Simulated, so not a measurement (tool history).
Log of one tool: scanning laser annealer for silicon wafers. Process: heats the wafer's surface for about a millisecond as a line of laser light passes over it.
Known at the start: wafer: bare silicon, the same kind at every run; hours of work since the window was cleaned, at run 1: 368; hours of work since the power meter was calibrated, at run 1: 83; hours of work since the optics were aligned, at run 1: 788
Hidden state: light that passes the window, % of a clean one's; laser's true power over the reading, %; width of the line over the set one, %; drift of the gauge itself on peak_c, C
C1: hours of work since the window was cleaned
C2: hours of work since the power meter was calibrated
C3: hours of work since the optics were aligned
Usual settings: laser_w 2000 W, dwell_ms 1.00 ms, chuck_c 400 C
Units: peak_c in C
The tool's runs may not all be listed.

Run 1, hour 0.0: usual settings; C1 368; C2 83; C3 788. Result: peak_c 1180 C.
Run 2, hour 24.6: usual settings; C1 385; C2 101; C3 806. Result: peak_c 1177 C.
Run 3, hour 49.7: usual settings; C1 403; C2 119; C3 824. Result: peak_c 1172 C.
Run 4, hour 80.7: usual settings but laser_w 2059 W; C1 425; C2 141; C3 846. Result: peak_c 1200 C.
Run 5, hour 100.4: usual settings but laser_w 2059 W; C1 439; C2 155; C3 860. Result: peak_c 1200 C.
Run 6, hour 132.3: usual settings; C1 462; C2 177; C3 883. Result: peak_c 1170 C.
Run 7, hour 163.3: usual settings; C1 484; C2 199; C3 905. Result: peak_c 1167 C.
Run 8, hour 186.6: usual settings; C1 501; C2 216; C3 921. Result: peak_c 1167 C.
Run 9, hour 202.4: usual settings; C1 512; C2 227; C3 933. Result: peak_c 1165 C.
Run 10, hour 225.1: usual settings; C1 528; C2 244; C3 949. Result: peak_c 1166 C.
At hour 251.9: optics aligned, line set to its width.
Run 11, hour 253.7: usual settings but dwell_ms 0.79 ms; C1 545; C2 260; C3 1. Result: peak_c 1089 C.
Run 12, hour 282.9: usual settings; C1 566; C2 281; C3 22. Result: peak_c 1187 C.
Run 13, hour 305.4: usual settings; C1 582; C2 297; C3 38. Result: peak_c 1184 C.
Run 14, hour 331.7: usual settings but dwell_ms 1.08 ms; C1 600; C2 316; C3 57. Result: peak_c 1214 C.
Run 15, hour 352.5: usual settings but dwell_ms 1.20 ms; C1 615; C2 331; C3 72. Result: peak_c 1262 C.
Run 16, hour 380.2: usual settings but chuck_c 387 C; C1 635; C2 351; C3 91. Result: peak_c 1167 C.
Run 17, hour 410.3: usual settings but chuck_c 387 C; C1 656; C2 372; C3 113. Result: peak_c 1165 C.
Run 18, hour 436.9: usual settings but chuck_c 387 C; C1 675; C2 391; C3 132. Result: peak_c 1166 C.
Run 19, hour 469.1: usual settings but chuck_c 387 C; C1 698; C2 414; C3 155. Result: peak_c 1162 C.
Run 20, hour 501.5: usual settings but chuck_c 387 C; C1 721; C2 437; C3 178. Result: peak_c 1161 C.
Run 21, hour 520.5: usual settings but laser_w 1746 W; C1 735; C2 451; C3 192. Result: peak_c 1054 C.
Run 22, hour 537.8: usual settings but laser_w 1746 W; C1 747; C2 463; C3 204. Result: peak_c 1052 C.
Run 23, hour 552.2: usual settings but laser_w 1746 W; C1 758; C2 473; C3 214. Result: peak_c 1049 C.
Run 24, hour 570.2: usual settings but chuck_c 378 C; C1 771; C2 486; C3 227. Result: peak_c 1151 C.
Run 25, hour 601.2: usual settings but chuck_c 412 C; C1 793; C2 508; C3 249. Result: peak_c 1179 C.
Run 26, hour 614.6: usual settings but laser_w 1720 W, dwell_ms 0.74 ms, chuck_c 393 C; C1 802; C2 518; C3 259. Result: peak_c 929 C.
Run 27, hour 630.6: usual settings but laser_w 1796 W, dwell_ms 0.81 ms; C1 814; C2 529; C3 270. Result: peak_c 997 C.
Run 28, hour 660.2: usual settings but laser_w 1796 W, dwell_ms 0.81 ms; C1 835; C2 550; C3 291. Result: peak_c 997 C.
Run 29, hour 673.5: usual settings but laser_w 1796 W, dwell_ms 0.81 ms; C1 844; C2 560; C3 301. Result: peak_c 998 C.
Run 30, hour 694.0: usual settings but laser_w 1796 W, dwell_ms 0.81 ms; C1 859; C2 574; C3 315. Result: peak_c 995 C.
Run 31, hour 714.8: usual settings but laser_w 2159 W, dwell_ms 0.88 ms, chuck_c 409 C; C1 874; C2 589; C3 330. Result: peak_c 1191 C.
At hour 728.4: window over the wafer cleaned.
Run 32, hour 733.5: usual settings but laser_w 2159 W, dwell_ms 0.88 ms, chuck_c 409 C; C1 4; C2 601; C3 342. Result: peak_c 1238 C.
Run 33, hour 753.4: usual settings but laser_w 2159 W, dwell_ms 0.88 ms, chuck_c 409 C; C1 18; C2 615; C3 356. Result: peak_c 1236 C.
Run 34, hour 779.9: usual settings but laser_w 2159 W, dwell_ms 0.88 ms, chuck_c 409 C; C1 37; C2 634; C3 375. Result: peak_c 1236 C.
Run 35, hour 811.1: usual settings but laser_w 1973 W, dwell_ms 0.90 ms, chuck_c 431 C; C1 59; C2 656; C3 397. Result: peak_c 1179 C.
Run 36, hour 826.4: usual settings but laser_w 1973 W, dwell_ms 0.90 ms, chuck_c 431 C; C1 70; C2 667; C3 408. Result: peak_c 1177 C.
Run 37, hour 852.7: usual settings but laser_w 1855 W, chuck_c 378 C; C1 89; C2 686; C3 427. Result: peak_c 1107 C.
Run 38, hour 878.9: usual settings but laser_w 1735 W, dwell_ms 1.13 ms, chuck_c 410 C; C1 107; C2 705; C3 446. Result: peak_c 1127 C.
Run 39, hour 905.7: usual settings but laser_w 1735 W, dwell_ms 1.13 ms, chuck_c 410 C; C1 126; C2 724; C3 465. Result: peak_c 1127 C.
Run 40, hour 927.4: usual settings but laser_w 1926 W, dwell_ms 0.73 ms, chuck_c 384 C; C1 142; C2 739; C3 480. Result: peak_c 1026 C.
Run 41, hour 948.6: usual settings but laser_w 1926 W, dwell_ms 0.73 ms, chuck_c 384 C; C1 157; C2 754; C3 495. Result: peak_c 1026 C.
Run 42, hour 965.3: usual settings but laser_w 1805 W, dwell_ms 0.91 ms, chuck_c 414 C; C1 169; C2 766; C3 507. Result: peak_c 1083 C.

3 ways to go on from here, each from the tool as it stands after run 42. What would each give?
Run A, hour 991.7: usual settings but laser_w 2173 W, dwell_ms 1.18 ms, chuck_c 414 C; C1 188; C2 785; C3 526. Result: peak_c ?.
Run B, hour 991.7: usual settings but laser_w 2142 W, dwell_ms 1.03 ms; C1 188; C2 785; C3 526. Result: peak_c ?.
Run C, hour 991.7: usual settings but laser_w 2177 W; C1 188; C2 785; C3 526. Result: peak_c ?.

run  peak_c
  A    1379
  B    1285
  C    1280
Without the tool's hidden state the same runs would have given:
run  peak_c
  A    1406
  B    1310
  C    1305

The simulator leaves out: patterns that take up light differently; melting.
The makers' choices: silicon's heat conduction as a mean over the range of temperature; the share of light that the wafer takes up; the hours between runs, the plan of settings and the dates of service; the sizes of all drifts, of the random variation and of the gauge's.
